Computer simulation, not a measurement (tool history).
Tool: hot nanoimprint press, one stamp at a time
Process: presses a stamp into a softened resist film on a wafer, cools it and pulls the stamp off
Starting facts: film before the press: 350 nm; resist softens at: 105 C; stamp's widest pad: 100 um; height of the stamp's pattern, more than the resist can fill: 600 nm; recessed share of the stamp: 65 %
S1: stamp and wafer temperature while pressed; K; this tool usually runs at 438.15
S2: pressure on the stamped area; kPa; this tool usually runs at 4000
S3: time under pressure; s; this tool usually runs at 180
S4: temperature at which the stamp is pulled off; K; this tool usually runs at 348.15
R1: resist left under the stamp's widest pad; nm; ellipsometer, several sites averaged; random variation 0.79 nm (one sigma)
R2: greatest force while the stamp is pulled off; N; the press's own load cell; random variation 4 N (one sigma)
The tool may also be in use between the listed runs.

Run 1, hour 0: usual settings. Result: R1 144.4 nm, R2 237 N.
Run 2, hour 5.4: usual settings. Result: R1 143.8 nm, R2 225 N.
Run 3, hour 11.2: usual settings but S1 433.15 K. Result: R1 182.8 nm, R2 229 N.
Run 4, hour 18.8: usual settings but S2 2620 kPa. Result: R1 172.6 nm, R2 225 N.
Run 5, hour 25.9: usual settings but S2 2620 kPa. Result: R1 174.3 nm, R2 217 N.
Run 6, hour 33.1: usual settings but S2 2620 kPa. Result: R1 172.7 nm, R2 232 N.
Run 7, hour 40.2: usual settings but S1 434.15 K, S2 4720 kPa, S3 156 s, S4 342.15 K. Result: R1 171.9 nm, R2 234 N.
Run 8, hour 44.5: usual settings but S1 434.15 K, S2 2570 kPa, S3 230 s, S4 342.15 K. Result: R1 190.6 nm, R2 249 N.
Run 9, hour 53.7: usual settings but S1 434.15 K, S2 2570 kPa, S3 230 s, S4 342.15 K. Result: R1 192.9 nm, R2 247 N.
Run 10, hour 57.8: usual settings but S2 4330 kPa, S4 344.15 K. Result: R1 140.6 nm, R2 243 N.
Run 11, hour 66.5: usual settings but S4 334.15 K. Result: R1 144.8 nm, R2 266 N.
Run 12, hour 73.7: usual settings but S1 434.15 K, S2 4050 kPa, S3 204 s. Result: R1 166.3 nm, R2 237 N.

Branching from run 12: 5 alternative next runs. What would each branch give?
Run A, hour 78.2: usual settings but S3 163 s. Result: R1 ?, R2 ?.
Run B, hour 78.2: usual settings but S1 430.15 K, S2 4050 kPa, S3 204 s. Result: R1 ?, R2 ?.
Run C, hour 78.2: usual settings but S1 434.15 K, S2 4010 kPa, S3 151 s, S4 353.15 K. Result: R1 ?, R2 ?.
Run D, hour 78.2: usual settings but S1 427.15 K, S2 5530 kPa, S3 126 s. Result: R1 ?, R2 ?.
Run E, hour 78.2: usual settings but S1 433.15 K, S2 2690 kPa, S4 335.15 K. Result: R1 ?, R2 ?.

run     R1   R2
  A  150.9  240
  B  198.8  233
  C  185.7  230
  D  234.1  229
  E  213.3  267
Take away the tool's hidden state, keep each run's random variation, and the runs would have read:
run     R1   R2
  A  143.6  200
  B  189.7  195
  C  177.3  192
  D  224.4  191
  E  204.8  223
